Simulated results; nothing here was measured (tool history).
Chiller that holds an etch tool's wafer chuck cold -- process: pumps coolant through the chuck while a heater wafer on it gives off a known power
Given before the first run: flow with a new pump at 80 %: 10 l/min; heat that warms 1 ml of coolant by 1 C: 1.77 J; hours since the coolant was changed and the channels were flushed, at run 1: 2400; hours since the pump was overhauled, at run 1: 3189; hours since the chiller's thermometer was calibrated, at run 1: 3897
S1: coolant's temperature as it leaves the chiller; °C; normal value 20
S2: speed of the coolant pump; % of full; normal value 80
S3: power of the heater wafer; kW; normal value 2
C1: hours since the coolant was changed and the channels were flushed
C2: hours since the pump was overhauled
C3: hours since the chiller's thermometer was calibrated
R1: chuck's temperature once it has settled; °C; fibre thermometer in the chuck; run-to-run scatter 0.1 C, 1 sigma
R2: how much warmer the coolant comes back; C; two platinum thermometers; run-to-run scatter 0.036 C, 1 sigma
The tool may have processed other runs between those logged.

run,hour,S1,S2,S3,C1,C2,C3,R1,R2
1,0,20,80,2,2400,3189,3897,40.9,7.28
2,99.6,20,80,2,2500,3288,3997,41.1,7.33
3,208.4,22,80,2,2609,3397,4105,43.1,7.35
4,312.9,22,80,2,2713,3502,4210,43.2,7.43
5,458.4,24,80,2,2859,3647,4355,45.3,7.46
6,568.2,20,80,2,2968,3757,4465,41.5,7.45
# hour 582.3: chiller's thermometer calibrated
7,672.8,20,80,2,3072,3861,90,41,7.47
8,766.9,14,80,2,3166,3955,185,35.2,7.49
9,936.3,14,80,1.283,3335,4124,354,27.7,4.8
10,1005.1,14,80,1.283,3404,4193,423,27.8,4.84
11,1106.7,20,80,2.329,3506,4294,524,45.2,8.84
12,1224.6,20,80,2.329,3624,4412,642,45.2,8.84
13,1344.9,20,80,2.329,3744,4533,763,45.5,8.88
14,1437.4,20,80,2,3837,4625,855,41.8,7.61
15,1547.9,20,80,2,3947,4736,966,42,7.62
16,1701.5,20,80,2,4101,4889,1119,42.1,7.67
17,1781.3,28,77,2.586,4180,4969,1199,57.9,10.41
18,1901.2,28,77,2.586,4300,5089,1319,57.9,10.43
19,2041.3,28,77,2.316,4440,5229,1459,54.9,9.33
20,2189.7,20,63,1.224,4589,5377,1607,37.2,6.18
21,2361.4,20,63,1.224,4761,5549,1779,37.1,6.25
22,2493.4,20,63,1.224,4893,5681,1911,37.3,6.32
# hour 2512.7: coolant pump overhauled
23,2618.1,20,63,1.224,5012,105,2031,38.9,6.87
24,2784,14,80,2.804,5178,271,2197,48.9,12.14
# hour 2809.3: coolant changed, channels flushed
25,2937.6,21,80,1.083,128,419,2344,33.1,4.7
26,3018.6,12,63,1.178,209,500,2425,28.4,6.69
27,3143.8,12,67,1.178,334,625,2550,27.5,6.2
# hour 3270.2: coolant pump overhauled, once more
28,3274.3,20,80,2,460,4,2676,38.6,6.74
29,3358.5,22,83,1.629,544,88,2760,36.9,5.3
30,3471,22,83,1.629,657,201,2873,36.7,5.38
31,3614.9,22,83,1.629,801,345,3017,37.1,5.39

Each row is a separate what-if for the run after 31, all from the same tool condition, not one after another. Results?
A,3735.2,30,80,1.022,921,465,3137,?,?
B,3735.2,20,80,2.561,921,465,3137,?,?
C,3735.2,26,69,1.548,921,465,3137,?,?
D,3735.2,12,79,1.066,921,465,3137,?,?
E,3735.2,22,81,1.629,921,465,3137,?,?

run,R1,R2
A,39.9,3.45
B,44.3,8.78
C,42.7,6.13
D,22.4,3.67
E,37.4,5.46
Stripped of hidden state, with their random variation kept, the same runs would have yielded:
run,R1,R2
A,39.4,3.42
B,43.4,8.7
C,42,6.08
D,21.9,3.63
E,36.8,5.41
